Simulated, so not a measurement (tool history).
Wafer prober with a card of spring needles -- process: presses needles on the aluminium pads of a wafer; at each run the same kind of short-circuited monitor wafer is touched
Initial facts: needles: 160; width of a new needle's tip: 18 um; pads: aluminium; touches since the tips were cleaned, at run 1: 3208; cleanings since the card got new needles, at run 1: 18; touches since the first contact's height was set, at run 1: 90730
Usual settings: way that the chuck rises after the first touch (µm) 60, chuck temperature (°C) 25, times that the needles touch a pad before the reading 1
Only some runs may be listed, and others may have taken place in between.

run  hour  way that the chuck rises after the first touch (µm)  chuck temperature (°C)  times that the needles touch a pad before the reading  touches since the tips were cleaned  cleanings since the card got new needles  touches since the first contact's height was set  resistance of one needle with its contact and lead (mohm)  way that a needle slides on the pad (µm)
  1     0                                                   60                      25                                                      1                                 3208                                        18                                             90730                                                        283                                     11.44
      2.7  -- tips cleaned on abrasive film
  2   7.2                                                   60                      31                                                      1                                 1622                                        19                                             93293                                                        283                                     11.51
     14.7  -- tips cleaned on abrasive film
  3    16                                                   60                      25                                                      1                                  477                                        20                                             96419                                                        282                                     11.57
  4  20.3                                                   60                      25                                                      1                                 2017                                        20                                             97959                                                        280                                     11.46
     26.6  -- tips cleaned on abrasive film
  5  28.6                                                   60                      25                                                      1                                  695                                        21                                            100911                                                        284                                     11.52
  6  32.3                                                   60                      25                                                      1                                 2052                                        21                                            102268                                                        278                                     11.46
     38.2  -- tips cleaned on abrasive film
  7  41.1                                                   60                      25                                                      1                                 1042                                        22                                            105405                                                        279                                      11.5
  8  45.8                                                   60                      25                                                      1                                 2742                                        22                                            107105                                                        282                                     11.58
     49.8  -- tips cleaned on abrasive film
  9  54.5                                                   60                      25                                                      1                                 1701                                        23                                            110188                                                        286                                     11.67
 10  59.5                                                   66                      30                                                      3                                 3515                                        23                                            112002                                                        281                                     12.71
     61.6  -- tips cleaned on abrasive film
 11  68.5                                                   66                      30                                                      3                                 2485                                        24                                            115215                                                        283                                      12.8
     73.6  -- tips cleaned on abrasive film
 12  74.7                                                   66                      30                                                      3                                  398                                        25                                            117389                                                        277                                     12.87
 13  80.6                                                   66                      30                                                      3                                 2547                                        25                                            119538                                                        277                                     12.84
     85.3  -- tips cleaned on abrasive film
 14  89.3                                                   44                     105                                                      1                                 1449                                        26                                            122630                                                        319                                      8.55

What will run 15 give?
     93.2  -- gauge calibrated
 15  96.3                                                   46                      25                                                      1                                 3980                                        26                                            125161                                                          ?                                         ?

resistance of one needle with its contact and lead (mohm): 287
way that a needle slides on the pad (µm): 8.79
If the tool had no hidden condition, the same run with the same run-to-run variation would have returned resistance of one needle with its contact and lead (mohm) 287, way that a needle slides on the pad (µm) 8.79.

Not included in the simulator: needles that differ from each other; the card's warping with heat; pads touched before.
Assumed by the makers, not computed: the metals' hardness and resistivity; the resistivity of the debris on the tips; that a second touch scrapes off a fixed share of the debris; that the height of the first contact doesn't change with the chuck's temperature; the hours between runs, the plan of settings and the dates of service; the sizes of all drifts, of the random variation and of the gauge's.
